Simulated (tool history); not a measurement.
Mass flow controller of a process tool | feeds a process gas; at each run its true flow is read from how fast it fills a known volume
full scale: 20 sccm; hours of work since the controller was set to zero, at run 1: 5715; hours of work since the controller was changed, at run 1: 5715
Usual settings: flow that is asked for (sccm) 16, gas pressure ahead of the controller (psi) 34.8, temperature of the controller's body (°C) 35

run,day,flow that is asked for (sccm),gas pressure ahead of the controller (psi),temperature of the controller's body (°C),hours of work since the controller was set to zero,hours of work since the controller was changed,true flow (%)
1,0,16,34.8,35,5715,5715,100.57
2,22.488,16,34.8,35,6073,6073,100.67
3,32.971,16,34.8,35,6240,6240,100.72
4,42.912,5,34.8,35,6398,6398,99.01
5,58.65,16,34.8,35,6648,6648,100.68
6,79.012,16,34.8,38,6971,6971,100.61
7,99.146,16,34.8,38,7291,7291,100.73
# day 101.521: controller exchanged for a calibrated one
8,122.146,16,25.5,35,328,328,99.45
9,133.029,16,25.5,35,501,501,99.51
10,145.096,16,34.8,37,693,693,99.96
11,164.612,16,34.8,35,1003,1003,100.03
12,179.883,16,29.6,35,1246,1246,99.69
13,192.45,2,29.6,35,1445,1445,98.18
14,203.546,16,34.8,35,1622,1622,100.17
15,213.696,16,25.8,35,1783,1783,99.7
16,236.488,16,25.8,35,2145,2145,99.66
17,249.05,16,25.8,35,2345,2345,99.73
18,262.546,16,25.8,32,2560,2560,99.75
19,273.279,16,25.8,32,2730,2730,99.76
20,292.071,16,34.8,24,3029,3029,100.43
21,303.2,2,28,20,3206,3206,98.02
22,321.183,2,28,20,3492,3492,98.04
23,334.912,16,28.3,35,3710,3710,99.93
24,351.625,12,26.7,33,3976,3976,99.57
25,365.95,12,26.7,33,4203,4203,99.61
26,377.312,11,26.1,35,4384,4384,99.32
27,389.771,11,26.1,23,4582,4582,99.85
28,400.867,16,34.8,35,4758,4758,100.36
29,412.238,16,34.8,35,4939,4939,100.47
30,432.325,16,26.4,35,5259,5259,100
31,443.25,3,34.8,21,5432,5432,98.47
32,453.121,3,34.8,21,5589,5589,98.65
33,472.25,9,33.9,38,5893,5893,99.59
34,488.825,16,34.8,38,6157,6157,100.52
35,498.9,5,39.5,22,6317,6317,99.6

5 ways to go on from here, each from the tool as it stands after run 35. What would each give?
A,519.583,6,39.5,20,6646,6646,?
B,519.583,4,34.8,34,6646,6646,?
C,519.583,4,21.8,36,6646,6646,?
D,519.583,5,23.8,22,6646,6646,?
E,519.583,5,36.3,39,6646,6646,?

run,true flow (%)
A,99.83
B,98.78
C,98.03
D,98.87
E,98.93
Without the tool's hidden state the same runs would have given:
run,true flow (%)
A,99.59
B,99.02
C,98.28
D,98.83
E,98.89

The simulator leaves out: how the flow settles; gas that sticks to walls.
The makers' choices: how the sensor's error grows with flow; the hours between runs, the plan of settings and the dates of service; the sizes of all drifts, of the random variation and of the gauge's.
